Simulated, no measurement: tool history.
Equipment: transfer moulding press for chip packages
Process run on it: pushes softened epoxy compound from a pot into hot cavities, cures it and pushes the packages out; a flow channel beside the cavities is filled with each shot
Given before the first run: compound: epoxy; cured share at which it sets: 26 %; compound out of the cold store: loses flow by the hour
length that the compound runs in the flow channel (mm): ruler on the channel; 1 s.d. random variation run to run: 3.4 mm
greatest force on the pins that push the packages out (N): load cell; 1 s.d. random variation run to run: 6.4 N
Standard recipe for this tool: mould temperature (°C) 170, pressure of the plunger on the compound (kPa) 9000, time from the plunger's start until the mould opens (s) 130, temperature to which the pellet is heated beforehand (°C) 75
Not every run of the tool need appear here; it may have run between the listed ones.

run,hour,mould temperature (°C),pressure of the plunger on the compound (kPa),time from the plunger's start until the mould opens (s),temperature to which the pellet is heated beforehand (°C),incoming compound's hours out of the cold store,length that the compound runs in the flow channel (mm),greatest force on the pins that push the packages out (N)
1,0.0,170,9000,130,75,32.1,634,240
2,11.4,170,9000,134,75,13.5,703,244
3,18.8,170,9000,134,75,46.7,592,229
4,33.5,170,9000,134,75,25.2,658,244
5,40.2,170,7230,134,75,18.7,616,247
6,50.1,170,7230,134,75,32.8,574,239
7,56.7,170,7230,134,75,45.6,529,239
# hour 62.5: cavities cleaned with cleaning compound and waxed
8,66.6,170,9000,130,83,30.3,642,241
9,74.3,170,9000,130,83,16.2,688,245
10,81.7,170,9000,134,83,21.4,672,249
11,90.0,170,9000,130,75,31.7,640,242
12,100.5,170,9000,130,75,40.2,611,250
13,110.8,170,9000,130,75,11.1,712,266
14,118.4,170,8010,130,75,9.6,683,240
15,132.9,170,8010,130,78,18.8,648,245
16,139.9,170,8010,130,78,39.8,582,232
17,149.3,170,8010,130,78,38.7,577,245
18,163.8,163,8010,130,78,35.6,604,351
19,170.6,163,8010,130,78,23.3,643,368
# hour 178.4: cavities cleaned with cleaning compound and waxed
20,179.7,177,8010,130,78,38.8,574,225
21,188.7,170,9970,154,71,36.7,658,218
22,197.9,170,9000,158,75,17.9,690,227
23,204.8,170,8600,135,77,13.8,689,238
24,218.0,170,8600,167,77,23.4,649,217
25,225.6,170,8600,167,77,33.5,618,214
26,232.2,171,7930,111,77,25.4,621,289
27,246.3,171,7930,129,77,41.1,570,241
28,253.5,170,7630,130,75,47.6,549,245
29,260.3,170,7630,130,75,10.3,656,242

Alternative continuations, all from the tool just after run 29; predict every row:
A,273.0,170,9770,154,73,9.3,?,?
B,273.0,170,9640,130,76,36.8,?,?
C,273.0,172,9000,130,75,15.0,?,?
D,273.0,170,7230,130,65,26.0,?,?

run,length that the compound runs in the flow channel (mm),greatest force on the pins that push the packages out (N)
A,754,211
B,646,255
C,695,229
D,594,247
Stripped of hidden state, with their random variation kept, the same runs would have yielded:
run,length that the compound runs in the flow channel (mm),greatest force on the pins that push the packages out (N)
A,754,208
B,647,252
C,695,226
D,594,244
